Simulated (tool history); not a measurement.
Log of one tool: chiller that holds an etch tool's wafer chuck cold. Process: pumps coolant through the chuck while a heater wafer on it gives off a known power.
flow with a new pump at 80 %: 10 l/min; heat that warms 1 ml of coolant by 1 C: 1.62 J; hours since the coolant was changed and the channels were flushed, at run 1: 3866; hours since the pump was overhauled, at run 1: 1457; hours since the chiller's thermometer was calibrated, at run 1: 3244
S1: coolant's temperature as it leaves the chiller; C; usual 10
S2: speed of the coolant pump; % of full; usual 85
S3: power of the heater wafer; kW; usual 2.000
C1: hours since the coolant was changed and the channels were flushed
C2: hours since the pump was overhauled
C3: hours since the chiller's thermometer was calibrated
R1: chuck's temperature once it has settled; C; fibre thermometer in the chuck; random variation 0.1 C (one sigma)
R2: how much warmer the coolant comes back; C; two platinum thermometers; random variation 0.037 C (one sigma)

{"run": 1, "hour": 0.0, "S1": 10, "S2": 85, "S3": 2.0, "C1": 3866, "C2": 1457, "C3": 3244, "R1": 26.2, "R2": 7.08}
{"run": 2, "hour": 113.1, "S1": 10, "S2": 85, "S3": 2.0, "C1": 3979, "C2": 1571, "C3": 3357, "R1": 26.3, "R2": 7.0}
{"run": 3, "hour": 194.0, "S1": 10, "S2": 85, "S3": 2.0, "C1": 4060, "C2": 1651, "C3": 3438, "R1": 26.3, "R2": 7.05}
{"run": 4, "hour": 245.1, "S1": 10, "S2": 85, "S3": 2.0, "C1": 4111, "C2": 1703, "C3": 3489, "R1": 26.4, "R2": 7.01}
{"run": 5, "hour": 328.0, "S1": 10, "S2": 85, "S3": 2.0, "C1": 4194, "C2": 1785, "C3": 3572, "R1": 26.5, "R2": 7.11}
{"run": 6, "hour": 379.4, "S1": 10, "S2": 85, "S3": 2.0, "C1": 4245, "C2": 1837, "C3": 3623, "R1": 26.4, "R2": 7.07}
{"run": 7, "hour": 484.9, "S1": 10, "S2": 85, "S3": 2.0, "C1": 4351, "C2": 1942, "C3": 3729, "R1": 26.5, "R2": 7.08}
{"run": 8, "hour": 591.2, "S1": 16, "S2": 71, "S3": 2.76, "C1": 4457, "C2": 2049, "C3": 3835, "R1": 42.3, "R2": 11.87}
{"run": 9, "hour": 710.1, "S1": 3, "S2": 92, "S3": 2.479, "C1": 4576, "C2": 2168, "C3": 3954, "R1": 22.4, "R2": 8.03}
{"run": 10, "hour": 806.0, "S1": 7, "S2": 74, "S3": 1.82, "C1": 4672, "C2": 2263, "C3": 4050, "R1": 23.8, "R2": 7.51}
{"run": 11, "hour": 857.8, "S1": 6, "S2": 83, "S3": 1.255, "C1": 4724, "C2": 2315, "C3": 4102, "R1": 16.5, "R2": 4.5}
{"run": 12, "hour": 974.3, "S1": 2, "S2": 97, "S3": 2.39, "C1": 4840, "C2": 2432, "C3": 4218, "R1": 20.1, "R2": 7.3}
{"run": 13, "hour": 1052.0, "S1": 2, "S2": 97, "S3": 2.39, "C1": 4918, "C2": 2509, "C3": 4296, "R1": 20.3, "R2": 7.35}

Forecast each of these 5 alternatives for the next run:
{"run": "A", "hour": 1148.2, "S1": 5, "S2": 71, "S3": 1.134, "C1": 5014, "C2": 2606, "C3": 4392, "R1": "?", "R2": "?"}
{"run": "B", "hour": 1148.2, "S1": 2, "S2": 76, "S3": 1.114, "C1": 5014, "C2": 2606, "C3": 4392, "R1": "?", "R2": "?"}
{"run": "C", "hour": 1148.2, "S1": 2, "S2": 93, "S3": 2.39, "C1": 5014, "C2": 2606, "C3": 4392, "R1": "?", "R2": "?"}
{"run": "D", "hour": 1148.2, "S1": 0, "S2": 65, "S3": 1.114, "C1": 5014, "C2": 2606, "C3": 4392, "R1": "?", "R2": "?"}
{"run": "E", "hour": 1148.2, "S1": 18, "S2": 97, "S3": 1.705, "C1": 5014, "C2": 2606, "C3": 4392, "R1": "?", "R2": "?"}

run=A R1=15.9 R2=4.89
run=B R1=11.9 R2=4.48
run=C R1=20.8 R2=7.71
run=D R1=11.4 R2=5.38
run=E R1=31.0 R2=5.19
Without the tool's hidden state the same runs would have given:
run=A R1=14.7 R2=4.77
run=B R1=10.7 R2=4.37
run=C R1=18.2 R2=7.52
run=D R1=10.1 R2=5.25
run=E R1=29.3 R2=5.06
